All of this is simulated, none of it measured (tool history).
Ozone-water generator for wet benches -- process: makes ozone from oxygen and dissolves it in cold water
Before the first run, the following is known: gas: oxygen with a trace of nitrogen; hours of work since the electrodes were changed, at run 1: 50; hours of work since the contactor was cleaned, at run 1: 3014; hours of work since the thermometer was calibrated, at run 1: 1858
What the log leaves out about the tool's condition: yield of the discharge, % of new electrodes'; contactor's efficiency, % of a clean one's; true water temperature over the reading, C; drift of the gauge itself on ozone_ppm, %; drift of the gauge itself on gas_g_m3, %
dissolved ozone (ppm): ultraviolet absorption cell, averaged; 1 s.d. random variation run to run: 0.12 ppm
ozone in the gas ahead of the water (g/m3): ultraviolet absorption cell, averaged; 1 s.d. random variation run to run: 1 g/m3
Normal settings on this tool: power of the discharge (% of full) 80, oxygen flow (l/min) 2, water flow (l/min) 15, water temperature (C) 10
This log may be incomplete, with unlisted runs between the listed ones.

run	hour	power of the discharge (% of full)	oxygen flow (l/min)	water flow (l/min)	water temperature (C)	hours of work since the electrodes were changed	hours of work since the contactor was cleaned	hours of work since the thermometer was calibrated	dissolved ozone (ppm)	ozone in the gas ahead of the water (g/m3)
1	0	80	2	15	10	50	3014	1858	9.9	171.7
2	16.2	80	1.57	15	10	62	3026	1870	9.3	196.8
3	37.1	80	1.57	15	10	78	3042	1885	9.4	199.2
4	58	80	1.57	15	10	93	3057	1900	9.4	197.4
5	83.3	80	2	15	10	111	3075	1919	10.1	172.2
6	110.1	80	2	15	10	131	3095	1938	9.6	172.1
7	128.5	80	2	15	10	144	3108	1952	10	170.9
8	152.1	80	2	15	10	162	3126	1969	9.9	170.7
9	179.7	80	2	10	10	182	3146	1989	15.7	170.9
10	211.1	80	2	10	10	205	3169	2012	15.9	172.5
11	230.4	44	2	15	10	219	3183	2026	6.9	118.5
12	244.5	44	2	15	10	229	3193	2037	6.9	119.7
13	264.7	80	2	15	10	244	3208	2052	9.7	172.1
14	285	80	2	15	10	259	3223	2066	9.6	169.3
15	310.3	80	2	15	10	278	3241	2085	9.7	169.7
16	325.5	80	2	15	10	289	3253	2096	9.8	170.1
17	344.7	80	1.05	9	13	303	3267	2110	15.5	245.3
18	358.6	80	2	9	10	313	3277	2120	17.8	171.9
19	374.3	80	2	17	10	324	3288	2132	8.4	171
20	396.8	54	2.16	10	5	341	3305	2148	13.2	128.7
21	423.4	54	1.71	11	5	360	3324	2168	11.5	146.6
# hour 426.4: water thermometer calibrated
22	455.7	54	1.71	11	5	384	3347	21	11.3	147.7
23	469	65	1.98	15	6	393	3357	31	8.8	151.4
24	494.1	65	1.98	14	7	412	3376	50	9.5	152.3
25	511	85	3.37	23	14	424	3388	62	6	130.8
26	531.3	80	2	12	10	439	3403	77	12.9	167.9
# hour 536.2: water thermometer calibrated, once more
27	557	80	2	12	10	457	3421	15	12.7	170.6
28	571.4	80	2	12	10	468	3432	26	12.9	170
29	589.8	80	3.06	14	10	481	3445	39	10.8	133.9
30	606.4	80	1.76	17	7	493	3457	51	8.1	182.2
31	621	80	1.8	15	6	504	3468	62	9.8	179.4
32	642.7	76	1.94	15	10	520	3484	78	9.4	167.6

Forecast each of these 5 alternatives for the next run:
A	658.6	76	1.94	10	10	532	3496	90	?	?
B	658.6	80	1.19	13	10	532	3496	90	?	?
C	658.6	94	1.94	17	10	532	3496	90	?	?
D	658.6	92	3.37	15	6	532	3496	90	?	?
E	658.6	80	2	12	10	532	3496	90	?	?

run	dissolved ozone (ppm)	ozone in the gas ahead of the water (g/m3)
A	15	166.6
B	10.4	230.4
C	8.9	189.5
D	11.9	137
E	12.8	170.5
The same runs, with their run-to-run variation unchanged, on a tool lacking any hidden condition would have given:
run	dissolved ozone (ppm)	ozone in the gas ahead of the water (g/m3)
A	16.3	170
B	11.4	235.3
C	9.9	193.9
D	13.1	140.2
E	14	174.2

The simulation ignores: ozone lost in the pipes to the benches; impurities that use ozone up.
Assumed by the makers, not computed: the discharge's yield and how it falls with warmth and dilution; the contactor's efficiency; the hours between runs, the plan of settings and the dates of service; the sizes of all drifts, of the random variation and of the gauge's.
